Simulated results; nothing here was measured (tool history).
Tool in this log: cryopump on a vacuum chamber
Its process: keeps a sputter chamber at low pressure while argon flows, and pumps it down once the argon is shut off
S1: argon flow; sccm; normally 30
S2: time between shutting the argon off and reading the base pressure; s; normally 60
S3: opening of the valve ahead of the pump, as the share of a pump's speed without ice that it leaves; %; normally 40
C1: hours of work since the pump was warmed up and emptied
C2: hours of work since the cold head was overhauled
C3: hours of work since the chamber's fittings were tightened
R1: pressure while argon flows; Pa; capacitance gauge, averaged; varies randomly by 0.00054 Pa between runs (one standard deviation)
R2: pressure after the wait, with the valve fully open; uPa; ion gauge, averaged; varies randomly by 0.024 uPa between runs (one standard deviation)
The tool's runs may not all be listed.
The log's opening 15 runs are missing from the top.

run   hour  S1   S2  S3  C1   C2    C3      R1    R2
     201.6  -- pump warmed up, emptied and cooled again
 16  214.6  30   60  40  10  312  2252   0.054   1.8
 17  223.9  30   60  40  18  319  2259  0.0534  1.69
 18  234.4  38   65  24  26  327  2267  0.1139   1.7
 19  253.4  27  157  48  41  342  2283  0.0408  1.38
 20  267.6  27  157  48  52  354  2294  0.0411  1.41
 21  285.3  27  157  48  66  368  2308  0.0415  1.38
 22  298.2  27  157  48  76  378  2318  0.0426  1.42
 23  315.3  37   60  51  90  391  2332  0.0545  1.92

Run 24 has not been measured yet. What should we expect?
 24  333.4  30  71  40  104  406  2346   ?   ?

R1: 0.0559 Pa
R2: 1.87 uPa
If the tool had no hidden condition, the same run with the same run-to-run variation would have returned R1 0.0531 Pa, R2 0.74 uPa.
